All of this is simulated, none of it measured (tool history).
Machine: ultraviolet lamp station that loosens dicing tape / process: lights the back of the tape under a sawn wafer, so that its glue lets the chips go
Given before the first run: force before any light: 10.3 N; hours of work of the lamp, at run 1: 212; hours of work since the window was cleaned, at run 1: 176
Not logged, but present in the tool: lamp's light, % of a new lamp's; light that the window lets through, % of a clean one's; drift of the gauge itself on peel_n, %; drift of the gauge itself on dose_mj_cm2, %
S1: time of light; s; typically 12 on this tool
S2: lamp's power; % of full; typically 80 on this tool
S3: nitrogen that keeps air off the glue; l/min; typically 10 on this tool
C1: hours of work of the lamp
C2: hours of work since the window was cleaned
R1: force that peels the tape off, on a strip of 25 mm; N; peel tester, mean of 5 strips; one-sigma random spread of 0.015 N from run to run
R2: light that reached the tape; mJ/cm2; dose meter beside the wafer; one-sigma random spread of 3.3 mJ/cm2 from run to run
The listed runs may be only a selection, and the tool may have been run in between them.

run	hour	S1	S2	S3	C1	C2	R1	R2
1	0	12	80	10	212	176	0.849	472
2	8.5	12	80	10	216	180	0.927	465
3	19.7	12	71	10	222	185	1.103	415
4	25.3	12	71	10	224	187	1.097	412
5	37	12	89	10	230	193	0.709	516
6	44.8	12	89	10	233	196	0.721	510
# hour 56.3: window cleaned of glue's vapour
7	56.9	12	89	10	239	0	0.749	506
8	63.4	7	80	10	242	3	2.448	260
9	72.8	12	95	10	246	8	0.656	534
10	78.8	20	80	10	249	10	0.296	750
11	87	10	72	7	253	14	2.021	340
# hour 95.4: window cleaned of glue's vapour, once more
12	97.4	10	72	7	257	1	1.789	358
13	105.3	10	72	7	261	5	1.875	356
14	117.4	12	88	11	267	10	0.657	526

Predict each of these 4 candidate next runs independently; none follows another, all start after run 14:
A	124	21	95	6	270	13	?	?
B	124	12	71	10	270	13	?	?
C	124	13	80	10	270	13	?	?
D	124	21	80	10	270	13	?	?

run	R1	R2
A	0.241	983
B	1.09	423
C	0.687	517
D	0.246	841
Without the tool's unlogged condition, the same runs would have read:
run	R1	R2
A	0.213	1063
B	0.926	457
C	0.574	558
D	0.217	909
